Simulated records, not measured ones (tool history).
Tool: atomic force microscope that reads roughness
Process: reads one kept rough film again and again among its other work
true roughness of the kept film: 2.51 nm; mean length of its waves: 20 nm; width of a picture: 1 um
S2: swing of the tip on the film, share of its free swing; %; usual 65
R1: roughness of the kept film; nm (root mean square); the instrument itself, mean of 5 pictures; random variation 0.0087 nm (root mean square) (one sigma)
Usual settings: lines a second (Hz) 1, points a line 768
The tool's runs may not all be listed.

run 1 hour=0 | lines_a_second_(Hz)=1 S2=65 points_a_line=768 | R1=1.485
-- hour=12.7 new tip fitted
run 2 hour=13 | lines_a_second_(Hz)=1 S2=65 points_a_line=768 | R1=1.897
run 3 hour=22.4 | lines_a_second_(Hz)=1 S2=65 points_a_line=768 | R1=1.877
run 4 hour=38.8 | lines_a_second_(Hz)=1 S2=65 points_a_line=768 | R1=1.832
run 5 hour=54.8 | lines_a_second_(Hz)=1 S2=65 points_a_line=768 | R1=1.78
run 6 hour=72.5 | lines_a_second_(Hz)=1 S2=65 points_a_line=360 | R1=1.727
run 7 hour=85.7 | lines_a_second_(Hz)=1 S2=65 points_a_line=347 | R1=1.669
run 8 hour=96.8 | lines_a_second_(Hz)=1 S2=65 points_a_line=347 | R1=1.645
run 9 hour=114.6 | lines_a_second_(Hz)=1 S2=84 points_a_line=768 | R1=1.527
run 10 hour=127.4 | lines_a_second_(Hz)=1 S2=65 points_a_line=768 | R1=1.61
run 11 hour=143.8 | lines_a_second_(Hz)=1 S2=65 points_a_line=768 | R1=1.567
run 12 hour=157.5 | lines_a_second_(Hz)=1 S2=87 points_a_line=768 | R1=1.418
run 13 hour=172.1 | lines_a_second_(Hz)=0.93 S2=65 points_a_line=768 | R1=1.536
run 14 hour=189.1 | lines_a_second_(Hz)=0.93 S2=65 points_a_line=768 | R1=1.49
-- hour=196.9 new tip fitted
run 15 hour=205.2 | lines_a_second_(Hz)=1 S2=65 points_a_line=622 | R1=1.882
run 16 hour=221.6 | lines_a_second_(Hz)=1 S2=65 points_a_line=622 | R1=1.849
run 17 hour=232.2 | lines_a_second_(Hz)=1 S2=65 points_a_line=622 | R1=1.807
run 18 hour=242.2 | lines_a_second_(Hz)=1 S2=65 points_a_line=768 | R1=1.784
run 19 hour=259.2 | lines_a_second_(Hz)=1 S2=65 points_a_line=768 | R1=1.747
run 20 hour=267.2 | lines_a_second_(Hz)=1 S2=65 points_a_line=768 | R1=1.718
run 21 hour=283 | lines_a_second_(Hz)=1 S2=77 points_a_line=768 | R1=1.619
run 22 hour=299.4 | lines_a_second_(Hz)=1 S2=77 points_a_line=754 | R1=1.595
run 23 hour=316.1 | lines_a_second_(Hz)=1 S2=65 points_a_line=768 | R1=1.618
run 24 hour=329.6 | lines_a_second_(Hz)=1 S2=65 points_a_line=768 | R1=1.571
run 25 hour=344.5 | lines_a_second_(Hz)=1 S2=71 points_a_line=768 | R1=1.521
run 26 hour=359.4 | lines_a_second_(Hz)=1 S2=71 points_a_line=768 | R1=1.495
run 27 hour=370.7 | lines_a_second_(Hz)=3.55 S2=77 points_a_line=768 | R1=1.214
-- hour=382.8 new tip fitted
run 28 hour=383.2 | lines_a_second_(Hz)=3.55 S2=77 points_a_line=768 | R1=1.548
run 29 hour=399 | lines_a_second_(Hz)=3.55 S2=77 points_a_line=768 | R1=1.494
run 30 hour=415.5 | lines_a_second_(Hz)=1.37 S2=72 points_a_line=768 | R1=1.748
run 31 hour=426.9 | lines_a_second_(Hz)=1.37 S2=72 points_a_line=768 | R1=1.705
run 32 hour=437.8 | lines_a_second_(Hz)=1.37 S2=57 points_a_line=698 | R1=1.77
run 33 hour=449.1 | lines_a_second_(Hz)=2.23 S2=62 points_a_line=299 | R1=1.646
run 34 hour=457.4 | lines_a_second_(Hz)=2.36 S2=71 points_a_line=582 | R1=1.553
run 35 hour=472.3 | lines_a_second_(Hz)=2.09 S2=65 points_a_line=337 | R1=1.581
run 36 hour=487.2 | lines_a_second_(Hz)=2.02 S2=63 points_a_line=421 | R1=1.578
run 37 hour=500.7 | lines_a_second_(Hz)=2.02 S2=63 points_a_line=421 | R1=1.545
run 38 hour=517.2 | lines_a_second_(Hz)=2.02 S2=63 points_a_line=421 | R1=1.507
run 39 hour=532.8 | lines_a_second_(Hz)=0.93 S2=71 points_a_line=460 | R1=1.511
run 40 hour=549.4 | lines_a_second_(Hz)=1.12 S2=60 points_a_line=409 | R1=1.509
run 41 hour=561.2 | lines_a_second_(Hz)=1 S2=88 points_a_line=453 | R1=1.361
-- hour=568.4 new tip fitted
run 42 hour=580.6 | lines_a_second_(Hz)=1.91 S2=58 points_a_line=260 | R1=1.777
run 43 hour=592.6 | lines_a_second_(Hz)=0.53 S2=65 points_a_line=928 | R1=1.849
run 44 hour=606.3 | lines_a_second_(Hz)=0.53 S2=60 points_a_line=843 | R1=1.845
run 45 hour=617.6 | lines_a_second_(Hz)=0.85 S2=88 points_a_line=316 | R1=1.588
run 46 hour=628 | lines_a_second_(Hz)=0.85 S2=88 points_a_line=316 | R1=1.584
run 47 hour=645.8 | lines_a_second_(Hz)=1 S2=58 points_a_line=768 | R1=1.726
run 48 hour=655.1 | lines_a_second_(Hz)=2.21 S2=84 points_a_line=259 | R1=1.345
run 49 hour=670.3 | lines_a_second_(Hz)=1 S2=80 points_a_line=530 | R1=1.555
run 50 hour=679.3 | lines_a_second_(Hz)=1 S2=80 points_a_line=530 | R1=1.523
run 51 hour=688.4 | lines_a_second_(Hz)=0.68 S2=71 points_a_line=768 | R1=1.596

Some steps in R1 between neighbouring runs. How much of each would the tool show without its hidden state too (settings, what came in, random variation), and how much is left for the hidden state, with any gauge scatter that isn't in both results?
The hidden state here: radius of the tip, nm; height scale over the true one, %; drift of the gauge itself on roughness_nm, %.
Run 1 -> 2: new tip fitted. R1 +0.412 nm (root mean square): hidden state +0.421, all else -0.009.
Run 14 -> 15: lines a second (Hz) 0.93 -> 1, points a line 768 -> 622, new tip fitted. R1 +0.392 nm (root mean square): hidden state +0.396, all else -0.004.
Run 41 -> 42: lines a second (Hz) 1 -> 1.91, S2 88 -> 58, points a line 453 -> 260, new tip fitted. R1 +0.416 nm (root mean square): hidden state +0.329, all else +0.087.
